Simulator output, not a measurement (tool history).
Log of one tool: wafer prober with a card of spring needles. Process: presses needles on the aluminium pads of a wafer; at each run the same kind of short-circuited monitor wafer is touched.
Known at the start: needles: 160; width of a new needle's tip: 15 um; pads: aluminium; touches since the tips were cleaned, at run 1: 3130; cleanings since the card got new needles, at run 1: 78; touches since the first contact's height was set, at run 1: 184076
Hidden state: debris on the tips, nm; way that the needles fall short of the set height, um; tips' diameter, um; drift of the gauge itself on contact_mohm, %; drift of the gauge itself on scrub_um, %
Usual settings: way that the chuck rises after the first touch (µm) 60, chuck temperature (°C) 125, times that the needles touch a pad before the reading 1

run,hour,way that the chuck rises after the first touch (µm),chuck temperature (°C),times that the needles touch a pad before the reading,touches since the tips were cleaned,cleanings since the card got new needles,touches since the first contact's height was set,resistance of one needle with its contact and lead (mohm),way that a needle slides on the pad (µm)
1,0,60,125,1,3130,78,184076,297,9.58
# hour 6.1: tips cleaned on abrasive film
# hour 20.5: tips cleaned on abrasive film
2,26.8,60,125,1,2320,80,193852,280,9.51
# hour 32.8: tips cleaned on abrasive film
# hour 47.4: tips cleaned on abrasive film
3,53.1,60,125,1,2101,82,203489,275,9.61
# hour 61.8: tips cleaned on abrasive film
# hour 73.4: height of the first contact set anew
# hour 76.5: tips cleaned on abrasive film
4,82.1,60,125,1,2087,84,3183,252,10.21
# hour 91.2: tips cleaned on abrasive film
# hour 106.2: tips cleaned on abrasive film
# hour 120.5: tips cleaned on abrasive film
5,122,60,125,1,529,87,17734,215,10.21
# hour 133.8: tips cleaned on abrasive film
# hour 147.6: tips cleaned on abrasive film
6,147.6,60,125,1,0,89,27109,193,10.01
# hour 162.6: tips cleaned on abrasive film
# hour 176.9: tips cleaned on abrasive film
7,178.4,42,125,1,557,91,38382,258,6.92
# hour 190.4: tips cleaned on abrasive film
# hour 205.4: tips cleaned on abrasive film
# hour 219.9: tips cleaned on abrasive film
8,230.6,50,125,1,3913,94,57462,361,8.29
# hour 233.6: tips cleaned on abrasive film
# hour 247.7: tips cleaned on abrasive film
9,258.7,45,125,1,4038,96,67741,392,7.3
# hour 261.8: tips cleaned on abrasive film
# hour 276.1: tips cleaned on abrasive film
# hour 290.6: tips cleaned on abrasive film
10,295.5,45,125,1,1805,99,81208,333,7.38
# hour 304.6: tips cleaned on abrasive film
# hour 319.2: tips cleaned on abrasive film
11,328.3,45,125,1,3342,101,93190,401,7.34
# hour 333.7: tips cleaned on abrasive film
# hour 345.7: tips cleaned on abrasive film
# hour 360.1: tips cleaned on abrasive film
12,368,45,125,1,2915,104,107705,380,7.23
# hour 374.1: tips cleaned on abrasive film
# hour 388.2: tips cleaned on abrasive film
# hour 400.3: tips cleaned on abrasive film
# hour 414.9: tips cleaned on abrasive film
13,420.9,45,70,1,2216,108,127047,351,7.17
# hour 429.1: tips cleaned on abrasive film
# hour 444.1: tips cleaned on abrasive film
14,451.4,48,113,1,2690,110,138175,342,7.67
# hour 457.4: tips cleaned on abrasive film
# hour 469.4: tips cleaned on abrasive film
# hour 481.5: tips cleaned on abrasive film
15,493.1,48,113,1,4285,113,153427,393,7.7
# hour 496.2: tips cleaned on abrasive film
# hour 511.2: tips cleaned on abrasive film
# hour 525.9: tips cleaned on abrasive film
# hour 540: tips cleaned on abrasive film
16,543.3,67,96,2,1195,117,171760,212,10.84
# hour 554.3: tips cleaned on abrasive film
# hour 568.7: tips cleaned on abrasive film
17,571.6,47,91,2,1078,119,182122,247,7.47
# hour 583.6: tips cleaned on abrasive film
# hour 595.6: tips cleaned on abrasive film
# hour 608.3: tips cleaned on abrasive film
18,608.3,44,45,3,0,122,195527,187,6.88
# hour 622.8: tips cleaned on abrasive film
# hour 637.6: tips cleaned on abrasive film
# hour 649.5: height of the first contact set anew
# hour 652.6: tips cleaned on abrasive film
19,660.7,64,125,3,3005,125,4102,216,10.87
# hour 666.8: tips cleaned on abrasive film
# hour 681.2: tips cleaned on abrasive film
# hour 696.2: tips cleaned on abrasive film
20,698.4,64,125,3,787,128,17845,202,10.75
# hour 709.7: tips cleaned on abrasive film
# hour 724.2: tips cleaned on abrasive film
21,730.6,60,77,1,2357,130,29632,287,10.11
# hour 739: tips cleaned on abrasive film
# hour 753.8: tips cleaned on abrasive film
# hour 768.8: tips cleaned on abrasive film
22,774.7,50,125,2,2154,133,45758,271,8.42

The same runs without the tool's hidden state, with the same run-to-run variation:
run,resistance of one needle with its contact and lead (mohm),way that a needle slides on the pad (µm)
1,182,10.17
2,179,10.15
3,182,10.27
4,178,10.23
5,179,10.29
6,177,10.12
7,188,7.07
8,189,8.5
9,187,7.54
10,185,7.67
11,185,7.66
12,187,7.6
13,176,7.61
14,182,8.14
15,183,8.23
16,172,11.43
17,176,8.1
18,171,7.54
19,178,10.89
20,179,10.83
21,170,10.21
22,183,8.58
